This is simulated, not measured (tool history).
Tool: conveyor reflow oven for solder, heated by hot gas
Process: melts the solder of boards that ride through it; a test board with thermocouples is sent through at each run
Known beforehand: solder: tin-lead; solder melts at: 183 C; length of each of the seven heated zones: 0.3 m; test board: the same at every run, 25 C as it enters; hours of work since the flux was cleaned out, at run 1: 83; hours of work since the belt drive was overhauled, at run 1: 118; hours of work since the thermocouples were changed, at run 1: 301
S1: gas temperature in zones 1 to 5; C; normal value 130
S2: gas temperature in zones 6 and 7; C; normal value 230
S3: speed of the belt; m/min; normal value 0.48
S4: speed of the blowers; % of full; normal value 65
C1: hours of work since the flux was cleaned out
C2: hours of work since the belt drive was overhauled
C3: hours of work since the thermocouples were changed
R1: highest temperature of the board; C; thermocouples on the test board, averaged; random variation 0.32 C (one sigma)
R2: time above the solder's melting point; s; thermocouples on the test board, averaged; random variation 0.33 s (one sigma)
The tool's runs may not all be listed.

| run | hour | S1 | S2 | S3 | S4 | C1 | C2 | C3 | R1 | R2 |
|---|---|---|---|---|---|---|---|---|---|---|
| 1 | 0 | 130 | 230 | 0.48 | 65 | 83 | 118 | 301 | 210 | 47.7 |
| 2 | 38.3 | 143 | 230 | 0.48 | 65 | 99 | 134 | 316 | 213.2 | 53.8 |
| 3 | 74 | 143 | 230 | 0.48 | 65 | 113 | 148 | 331 | 212.7 | 54.5 |
| 4 | 105.1 | 124 | 230 | 0.48 | 65 | 126 | 161 | 344 | 208.7 | 44.6 |
| 5 | 129.9 | 124 | 230 | 0.48 | 65 | 136 | 171 | 354 | 209.2 | 44.3 |
| 6 | 162 | 124 | 230 | 0.48 | 65 | 149 | 184 | 367 | 208.6 | 44 |
| 7 | 189 | 130 | 219 | 0.48 | 65 | 160 | 195 | 378 | 200.3 | 35.8 |
| 8 | 215.2 | 130 | 230 | 0.48 | 65 | 171 | 206 | 388 | 209.3 | 46.4 |
| 9 | 234.6 | 130 | 230 | 0.48 | 65 | 179 | 214 | 396 | 209.5 | 45.9 |
| 10 | 273.9 | 130 | 230 | 0.48 | 65 | 195 | 230 | 412 | 209.4 | 46.4 |
| 11 | 298.7 | 121 | 230 | 0.48 | 65 | 205 | 240 | 422 | 206.7 | 41 |
|  | 321.5 | flux residue cleaned out of gas plates and filters |
| 12 | 343.8 | 130 | 230 | 0.48 | 65 | 9 | 256 | 439 | 210.4 | 48.3 |
| 13 | 374.8 | 130 | 230 | 0.506 | 65 | 22 | 269 | 451 | 208.9 | 42.6 |
| 14 | 401.3 | 138 | 230 | 0.48 | 65 | 33 | 280 | 462 | 211.6 | 51.5 |
| 15 | 439.2 | 138 | 230 | 0.48 | 65 | 48 | 295 | 478 | 211.1 | 51.9 |
| 16 | 469.6 | 126 | 230 | 0.48 | 65 | 60 | 307 | 490 | 209.5 | 45.3 |
| 17 | 496.8 | 126 | 230 | 0.48 | 65 | 71 | 318 | 501 | 208.5 | 45.4 |
| 18 | 523.5 | 126 | 230 | 0.48 | 65 | 82 | 329 | 512 | 209 | 45.5 |
| 19 | 560.3 | 124 | 230 | 0.48 | 65 | 97 | 344 | 527 | 208.4 | 44.3 |
|  | 585.4 | thermocouples of zones 6 and 7 changed |
| 20 | 585.4 | 130 | 224 | 0.48 | 83 | 107 | 354 | 0 | 208.7 | 46.7 |
| 21 | 604.4 | 134 | 244 | 0.564 | 88 | 115 | 362 | 8 | 221.6 | 49.1 |
| 22 | 638.1 | 133 | 232 | 0.564 | 88 | 128 | 375 | 21 | 211.4 | 40.9 |
| 23 | 655.5 | 134 | 232 | 0.565 | 51 | 135 | 382 | 29 | 204.4 | 33.9 |
| 24 | 695.5 | 134 | 232 | 0.565 | 74 | 152 | 399 | 45 | 208.8 | 38.9 |
| 25 | 720.5 | 134 | 232 | 0.565 | 74 | 162 | 409 | 55 | 208.6 | 38.7 |
| 26 | 755.8 | 134 | 232 | 0.565 | 74 | 176 | 423 | 70 | 208.3 | 38.7 |
| 27 | 788 | 130 | 230 | 0.459 | 65 | 189 | 436 | 83 | 211.9 | 51 |

For run 28, what comes out?
| 28 | 821.7 | 130 | 230 | 0.48 | 72 | 203 | 450 | 96 | ? | ? |

{"run 28": {"R1": 211.5, "R2": 48.3}}
Without the tool's hidden state the same run would have given R1 213.6 C, R2 50.5 s.
